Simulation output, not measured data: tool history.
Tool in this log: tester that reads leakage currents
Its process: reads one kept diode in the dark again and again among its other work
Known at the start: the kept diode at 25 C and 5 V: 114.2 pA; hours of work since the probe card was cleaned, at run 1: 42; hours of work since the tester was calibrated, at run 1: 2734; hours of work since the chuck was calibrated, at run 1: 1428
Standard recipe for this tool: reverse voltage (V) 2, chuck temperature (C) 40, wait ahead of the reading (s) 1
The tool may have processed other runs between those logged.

run	hour	reverse voltage (V)	chuck temperature (C)	wait ahead of the reading (s)	hours of work since the probe card was cleaned	hours of work since the tester was calibrated	hours of work since the chuck was calibrated	current that the tester gives (pA)
1	0	2	40	1	42	2734	1428	277.18
2	85.4	2	27	1	98	2791	1484	89.35
# hour 259.1: chuck's temperature calibrated
3	260.1	2	27	1	211	2904	1	85.36
4	383.2	2	27	1	292	2985	82	84.53
5	469.7	2	40	1	349	3042	138	260.92
6	581	2	40	1	422	3115	212	260.91
7	726.5	2	40	1	518	3211	307	259.01
8	830.2	2.49	40	1	586	3279	375	279.75
9	996	7.72	30	1.13	695	3388	484	176.59
10	1083.7	5.7	41	0.4	752	3445	542	405.65
11	1198.6	2	25	1	828	3521	617	67.8
# hour 1326.3: chuck's temperature calibrated, once more
12	1369.1	2	25	0.55	939	3632	28	83.17
13	1479.2	2	25	0.55	1011	3704	101	82.57

Below are 5 alternative next runs, each starting from the tool's condition after run 13. Predict each:
A	1578.2	8.87	36	0.55	1076	3769	166	?
B	1578.2	2	54	1	1076	3769	166	?
C	1578.2	2	40	0.34	1076	3769	166	?
D	1578.2	10.02	54	3.44	1076	3769	166	?
E	1578.2	3.71	39	1.9	1076	3769	166	?

run	current that the tester gives (pA)
A	367.07
B	909.28
C	299.18
D	1604.18
E	341.3
Without the tool's unlogged condition, the same runs would have read:
run	current that the tester gives (pA)
A	371.11
B	928.09
C	305.41
D	1633.47
E	347.64
